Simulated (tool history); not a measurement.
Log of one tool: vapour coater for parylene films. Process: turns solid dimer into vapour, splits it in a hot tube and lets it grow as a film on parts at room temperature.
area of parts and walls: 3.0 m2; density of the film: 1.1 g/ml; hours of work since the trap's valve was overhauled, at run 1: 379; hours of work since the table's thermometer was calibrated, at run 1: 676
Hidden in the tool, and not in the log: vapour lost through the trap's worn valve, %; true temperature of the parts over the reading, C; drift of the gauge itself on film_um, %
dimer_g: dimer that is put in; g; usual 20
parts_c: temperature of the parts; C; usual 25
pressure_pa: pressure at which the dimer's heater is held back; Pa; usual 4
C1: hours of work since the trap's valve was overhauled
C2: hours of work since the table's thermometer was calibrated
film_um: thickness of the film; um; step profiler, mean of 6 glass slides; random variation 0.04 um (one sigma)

{"run": 1, "hour": 0.0, "dimer_g": 20, "parts_c": 25, "pressure_pa": 4, "C1": 379, "C2": 676, "film_um": 3.87}
{"run": 2, "hour": 30.5, "dimer_g": 20, "parts_c": 25, "pressure_pa": 4, "C1": 404, "C2": 700, "film_um": 3.93}
{"run": 3, "hour": 65.9, "dimer_g": 20, "parts_c": 25, "pressure_pa": 4, "C1": 432, "C2": 728, "film_um": 3.88}
{"run": 4, "hour": 104.8, "dimer_g": 20, "parts_c": 25, "pressure_pa": 11.29, "C1": 463, "C2": 759, "film_um": 3.17}
{"run": 5, "hour": 142.7, "dimer_g": 20, "parts_c": 25, "pressure_pa": 4, "C1": 493, "C2": 790, "film_um": 3.85}
{"run": 6, "hour": 183.6, "dimer_g": 20, "parts_c": 25, "pressure_pa": 4, "C1": 526, "C2": 822, "film_um": 3.79}
{"run": 7, "hour": 215.2, "dimer_g": 20, "parts_c": 25, "pressure_pa": 9.02, "C1": 551, "C2": 847, "film_um": 3.2}
{"run": 8, "hour": 240.9, "dimer_g": 20, "parts_c": 25, "pressure_pa": 9.02, "C1": 571, "C2": 868, "film_um": 3.23}
{"hour": 266.9, "done": "trap's valve overhauled"}
{"run": 9, "hour": 275.2, "dimer_g": 20, "parts_c": 25, "pressure_pa": 9.02, "C1": 7, "C2": 892, "film_um": 3.08}
{"run": 10, "hour": 298.7, "dimer_g": 20, "parts_c": 25, "pressure_pa": 9.02, "C1": 25, "C2": 911, "film_um": 3.05}
{"hour": 306.2, "done": "table's thermometer calibrated"}
{"run": 11, "hour": 336.6, "dimer_g": 20, "parts_c": 25, "pressure_pa": 9.02, "C1": 55, "C2": 24, "film_um": 3.35}
{"run": 12, "hour": 363.9, "dimer_g": 20, "parts_c": 25, "pressure_pa": 10.38, "C1": 76, "C2": 46, "film_um": 3.24}
{"run": 13, "hour": 407.3, "dimer_g": 20, "parts_c": 25, "pressure_pa": 10.38, "C1": 111, "C2": 80, "film_um": 3.26}
{"run": 14, "hour": 436.9, "dimer_g": 20, "parts_c": 25, "pressure_pa": 10.38, "C1": 134, "C2": 104, "film_um": 3.22}
{"run": 15, "hour": 480.1, "dimer_g": 16, "parts_c": 21, "pressure_pa": 4, "C1": 169, "C2": 138, "film_um": 3.72}
{"run": 16, "hour": 503.4, "dimer_g": 26, "parts_c": 21, "pressure_pa": 4, "C1": 187, "C2": 157, "film_um": 5.98}
{"run": 17, "hour": 546.3, "dimer_g": 20, "parts_c": 21, "pressure_pa": 7.05, "C1": 222, "C2": 191, "film_um": 4.1}
{"hour": 588.1, "done": "trap's valve overhauled, once more"}
{"run": 18, "hour": 599.0, "dimer_g": 20, "parts_c": 21, "pressure_pa": 7.05, "C1": 9, "C2": 230, "film_um": 4.72}
{"run": 19, "hour": 637.5, "dimer_g": 33, "parts_c": 25, "pressure_pa": 11.1, "C1": 39, "C2": 260, "film_um": 5.79}
{"run": 20, "hour": 660.0, "dimer_g": 12, "parts_c": 25, "pressure_pa": 4.3, "C1": 57, "C2": 278, "film_um": 2.56}
{"run": 21, "hour": 697.6, "dimer_g": 11, "parts_c": 33, "pressure_pa": 4.3, "C1": 87, "C2": 308, "film_um": 1.55}
{"run": 22, "hour": 747.0, "dimer_g": 11, "parts_c": 33, "pressure_pa": 4.3, "C1": 126, "C2": 348, "film_um": 1.5}
{"run": 23, "hour": 792.2, "dimer_g": 11, "parts_c": 33, "pressure_pa": 4.3, "C1": 162, "C2": 384, "film_um": 1.56}
{"run": 24, "hour": 828.9, "dimer_g": 16, "parts_c": 25, "pressure_pa": 4.3, "C1": 192, "C2": 413, "film_um": 3.28}
{"run": 25, "hour": 853.4, "dimer_g": 16, "parts_c": 25, "pressure_pa": 4.3, "C1": 211, "C2": 432, "film_um": 3.25}
{"run": 26, "hour": 902.2, "dimer_g": 17, "parts_c": 24, "pressure_pa": 11.1, "C1": 250, "C2": 471, "film_um": 2.96}
{"run": 27, "hour": 954.3, "dimer_g": 17, "parts_c": 24, "pressure_pa": 11.1, "C1": 291, "C2": 513, "film_um": 2.96}
{"run": 28, "hour": 1003.3, "dimer_g": 17, "parts_c": 24, "pressure_pa": 11.1, "C1": 330, "C2": 552, "film_um": 2.97}

Measured less the same run without the tool's hidden state. The same run-to-run variation is in both; the gauge's scatter may not be:
run=1 film_um=-0.47
run=2 film_um=-0.49
run=3 film_um=-0.51
run=4 film_um=-0.44
run=5 film_um=-0.57
run=6 film_um=-0.6
run=7 film_um=-0.52
run=8 film_um=-0.54
run=9 film_um=-0.68
run=10 film_um=-0.68
run=11 film_um=-0.42
run=12 film_um=-0.43
run=13 film_um=-0.46
run=14 film_um=-0.48
run=15 film_um=-0.58
run=16 film_um=-0.97
run=17 film_um=-0.7
run=18 film_um=-0.06
run=19 film_um=-0.12
run=20 film_um=-0.07
run=21 film_um=-0.05
run=22 film_um=-0.06
run=23 film_um=-0.07
run=24 film_um=-0.17
run=25 film_um=-0.18
run=26 film_um=-0.2
run=27 film_um=-0.23
run=28 film_um=-0.26
